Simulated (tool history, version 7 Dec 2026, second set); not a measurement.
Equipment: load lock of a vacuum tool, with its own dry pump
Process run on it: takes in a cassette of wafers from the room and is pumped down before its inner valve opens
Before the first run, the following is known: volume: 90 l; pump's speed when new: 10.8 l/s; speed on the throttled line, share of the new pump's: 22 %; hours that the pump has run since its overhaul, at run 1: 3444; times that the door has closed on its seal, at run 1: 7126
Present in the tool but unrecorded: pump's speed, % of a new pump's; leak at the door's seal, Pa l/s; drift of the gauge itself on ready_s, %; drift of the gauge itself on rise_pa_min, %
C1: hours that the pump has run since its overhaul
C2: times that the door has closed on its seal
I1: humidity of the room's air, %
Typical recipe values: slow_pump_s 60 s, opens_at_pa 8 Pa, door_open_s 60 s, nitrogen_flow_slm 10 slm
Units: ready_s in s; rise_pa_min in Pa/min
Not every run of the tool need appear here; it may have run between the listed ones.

run 1 hour=0 | slow_pump_s=60 opens_at_pa=8 door_open_s=60 nitrogen_flow_slm=10 | C1=3444 C2=7126 | I1=47.8 | ready_s=131.3 rise_pa_min=0.079
run 2 hour=77.1 | slow_pump_s=60 opens_at_pa=8 door_open_s=60 nitrogen_flow_slm=10 | C1=3521 C2=7354 | I1=45.1 | ready_s=131.7 rise_pa_min=0.085
run 3 hour=137.8 | slow_pump_s=60 opens_at_pa=8 door_open_s=60 nitrogen_flow_slm=10 | C1=3581 C2=7534 | I1=46 | ready_s=131 rise_pa_min=0.082
run 4 hour=261.1 | slow_pump_s=60 opens_at_pa=8 door_open_s=60 nitrogen_flow_slm=10 | C1=3705 C2=7899 | I1=44.1 | ready_s=132 rise_pa_min=0.084
run 5 hour=349.6 | slow_pump_s=60 opens_at_pa=8 door_open_s=60 nitrogen_flow_slm=10 | C1=3793 C2=8161 | I1=42.9 | ready_s=131.9 rise_pa_min=0.087
run 6 hour=406.1 | slow_pump_s=60 opens_at_pa=8 door_open_s=60 nitrogen_flow_slm=10 | C1=3850 C2=8329 | I1=47.2 | ready_s=132.8 rise_pa_min=0.094
run 7 hour=464.2 | slow_pump_s=60 opens_at_pa=8 door_open_s=60 nitrogen_flow_slm=10 | C1=3908 C2=8501 | I1=44.4 | ready_s=131.8 rise_pa_min=0.092
run 8 hour=576.4 | slow_pump_s=115 opens_at_pa=8 door_open_s=60 nitrogen_flow_slm=10 | C1=4020 C2=8833 | I1=46.9 | ready_s=174.4 rise_pa_min=0.1
run 9 hour=660.9 | slow_pump_s=31 opens_at_pa=16 door_open_s=50 nitrogen_flow_slm=11 | C1=4105 C2=9083 | I1=44.2 | ready_s=103.5 rise_pa_min=0.091
run 10 hour=713.3 | slow_pump_s=31 opens_at_pa=16 door_open_s=50 nitrogen_flow_slm=11 | C1=4157 C2=9239 | I1=46.2 | ready_s=103.8 rise_pa_min=0.095
run 11 hour=797.9 | slow_pump_s=47 opens_at_pa=11 door_open_s=50 nitrogen_flow_slm=4 | C1=4241 C2=9489 | I1=42.9 | ready_s=118.9 rise_pa_min=0.104
run 12 hour=895.6 | slow_pump_s=105 opens_at_pa=11 door_open_s=69 nitrogen_flow_slm=4 | C1=4339 C2=9779 | I1=47.8 | ready_s=163.5 rise_pa_min=0.127
run 13 hour=958.1 | slow_pump_s=60 opens_at_pa=8 door_open_s=220 nitrogen_flow_slm=9 | C1=4402 C2=9964 | I1=46.3 | ready_s=132.4 rise_pa_min=0.167
run 14 hour=1066.1 | slow_pump_s=49 opens_at_pa=8 door_open_s=95 nitrogen_flow_slm=10 | C1=4510 C2=10284 | I1=44.9 | ready_s=125.2 rise_pa_min=0.121

5 options for the next run, each taken on its own from the tool as it stands now. Forecast them:
run A hour=1137 | slow_pump_s=49 opens_at_pa=9 door_open_s=95 nitrogen_flow_slm=10 | C1=4581 C2=10493 | I1=48.5 | ready_s=? rise_pa_min=?
run B hour=1137 | slow_pump_s=76 opens_at_pa=14 door_open_s=38 nitrogen_flow_slm=10 | C1=4581 C2=10493 | I1=46 | ready_s=? rise_pa_min=?
run C hour=1137 | slow_pump_s=77 opens_at_pa=8 door_open_s=95 nitrogen_flow_slm=10 | C1=4581 C2=10493 | I1=48.9 | ready_s=? rise_pa_min=?
run D hour=1137 | slow_pump_s=60 opens_at_pa=8 door_open_s=60 nitrogen_flow_slm=20 | C1=4581 C2=10493 | I1=46.4 | ready_s=? rise_pa_min=?
run E hour=1137 | slow_pump_s=95 opens_at_pa=9 door_open_s=60 nitrogen_flow_slm=10 | C1=4581 C2=10493 | I1=45.1 | ready_s=? rise_pa_min=?

run=A ready_s=123.3 rise_pa_min=0.131
run=B ready_s=139.6 rise_pa_min=0.101
run=C ready_s=145.1 rise_pa_min=0.125
run=D ready_s=132.8 rise_pa_min=0.103
run=E ready_s=157.1 rise_pa_min=0.115
Had the tool no hidden state, the same runs would have come out as:
run=A ready_s=116.8 rise_pa_min=0.05
run=B ready_s=134 rise_pa_min=0.021
run=C ready_s=139.2 rise_pa_min=0.046
run=D ready_s=126.4 rise_pa_min=0.024
run=E ready_s=151.6 rise_pa_min=0.035
